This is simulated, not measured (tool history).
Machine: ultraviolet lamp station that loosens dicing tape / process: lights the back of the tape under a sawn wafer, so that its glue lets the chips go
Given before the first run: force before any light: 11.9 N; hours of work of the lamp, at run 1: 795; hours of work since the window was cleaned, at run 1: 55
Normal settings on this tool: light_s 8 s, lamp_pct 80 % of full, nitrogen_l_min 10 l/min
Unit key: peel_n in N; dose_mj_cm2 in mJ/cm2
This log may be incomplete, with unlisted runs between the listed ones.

| run | hour | light_s | lamp_pct | nitrogen_l_min | hours of work of the lamp | hours of work since the window was cleaned | peel_n | dose_mj_cm2 |
|---|---|---|---|---|---|---|---|---|
| 1 | 0.0 | 8 | 80 | 10 | 795 | 55 | 0.438 | 186 |
| 2 | 58.7 | 8 | 80 | 10 | 837 | 97 | 0.471 | 176 |
| 3 | 95.8 | 8 | 80 | 10 | 864 | 124 | 0.518 | 170 |
| 4 | 163.0 | 8 | 80 | 10 | 912 | 173 | 0.602 | 164 |
| 5 | 207.4 | 8 | 90 | 10 | 944 | 205 | 0.460 | 180 |
| 6 | 262.9 | 6 | 80 | 10 | 984 | 244 | 1.405 | 113 |
| 7 | 321.4 | 8 | 63 | 10 | 1026 | 287 | 1.353 | 120 |
|  | 351.9 | window cleaned of glue's vapour |
| 8 | 357.8 | 8 | 63 | 10 | 1052 | 4 | 1.659 | 102 |
| 9 | 417.1 | 8 | 80 | 10 | 1095 | 47 | 1.104 | 134 |
| 10 | 453.5 | 8 | 80 | 10 | 1121 | 73 | 1.131 | 126 |
| 11 | 514.3 | 8 | 62 | 10 | 1165 | 117 | 2.097 | 92 |
| 12 | 586.9 | 8 | 71 | 10 | 1217 | 169 | 1.803 | 98 |
| 13 | 648.0 | 8 | 71 | 10 | 1261 | 213 | 2.065 | 94 |
| 14 | 726.7 | 8 | 71 | 10 | 1318 | 270 | 2.244 | 89 |
| 15 | 765.9 | 8 | 80 | 10 | 1346 | 298 | 2.017 | 96 |
|  | 784.7 | window cleaned of glue's vapour, once more |
| 16 | 822.8 | 8 | 80 | 10 | 1387 | 27 | 0.622 | 159 |
|  | 882.2 | lamp changed |
| 17 | 889.9 | 8 | 80 | 10 | 5 | 75 | 0.251 | 221 |
| 18 | 964.7 | 8 | 80 | 10 | 59 | 129 | 0.306 | 208 |
| 19 | 1011.6 | 8 | 80 | 10 | 93 | 163 | 0.301 | 206 |
| 20 | 1068.8 | 8 | 80 | 10 | 134 | 204 | 0.341 | 197 |
| 21 | 1120.1 | 7 | 80 | 10 | 171 | 241 | 0.579 | 169 |
| 22 | 1182.5 | 7 | 63 | 4 | 216 | 286 | 1.755 | 127 |
|  | 1219.8 | window cleaned of glue's vapour |
| 23 | 1243.0 | 5 | 85 | 6 | 259 | 17 | 1.143 | 145 |
| 24 | 1290.1 | 5 | 85 | 6 | 293 | 51 | 1.136 | 141 |
| 25 | 1352.7 | 12 | 99 | 6 | 338 | 96 | 0.077 | 374 |
| 26 | 1397.0 | 13 | 87 | 7 | 370 | 128 | 0.090 | 344 |
| 27 | 1455.0 | 4 | 68 | 4 | 412 | 169 | 3.627 | 80 |
| 28 | 1516.9 | 6 | 89 | 12 | 457 | 214 | 0.685 | 149 |
| 29 | 1580.7 | 8 | 75 | 10 | 502 | 260 | 0.596 | 165 |
|  | 1653.6 | window cleaned of glue's vapour |
| 30 | 1660.4 | 10 | 78 | 4 | 559 | 5 | 0.334 | 246 |
| 31 | 1694.4 | 13 | 85 | 10 | 584 | 29 | 0.088 | 338 |
| 32 | 1745.0 | 5 | 74 | 10 | 620 | 66 | 1.528 | 110 |
| 33 | 1790.0 | 8 | 85 | 10 | 653 | 98 | 0.356 | 199 |
| 34 | 1828.8 | 8 | 85 | 10 | 681 | 126 | 0.385 | 192 |
| 35 | 1898.9 | 8 | 85 | 10 | 731 | 177 | 0.435 | 186 |
| 36 | 1933.2 | 14 | 85 | 10 | 756 | 201 | 0.094 | 317 |
| 37 | 1980.0 | 12 | 80 | 16 | 790 | 235 | 0.139 | 247 |
| 38 | 2023.3 | 12 | 88 | 5 | 821 | 266 | 0.240 | 265 |
| 39 | 2075.8 | 16 | 88 | 5 | 858 | 304 | 0.122 | 340 |
|  | 2082.9 | window cleaned of glue's vapour |
| 40 | 2113.4 | 10 | 80 | 5 | 885 | 22 | 0.357 | 230 |
| 41 | 2183.8 | 14 | 80 | 6 | 936 | 73 | 0.128 | 307 |

A few steps of peel_n between consecutive runs. Split each: what settings, incoming material and random variation would produce without the hidden state, and what is left over for the hidden state, along with gauge scatter present in only one of the two compared results (measured, and without hidden state):
The hidden state here: lamp's light, % of a new lamp's; light that the window lets through, % of a clean one's; drift of the gauge itself on peel_n, %; drift of the gauge itself on dose_mj_cm2, %.
Run 10 -> 11: lamp_pct 80 -> 62. peel_n +0.966 N: hidden state +0.718, all else +0.248.
Run 15 -> 16: window cleaned of glue's vapour, once more. peel_n -1.395 N: hidden state -1.381, all else -0.014.
Run 26 -> 27: light_s 13 -> 4, lamp_pct 87 -> 68, nitrogen_l_min 7 -> 4. peel_n +3.537 N: hidden state +0.873, all else +2.664.
Run 27 -> 28: light_s 4 -> 6, lamp_pct 68 -> 89, nitrogen_l_min 4 -> 12. peel_n -2.942 N: hidden state -0.538, all else -2.404.
Run 31 -> 32: light_s 13 -> 5, lamp_pct 85 -> 74. peel_n +1.440 N: hidden state +0.529, all else +0.911.
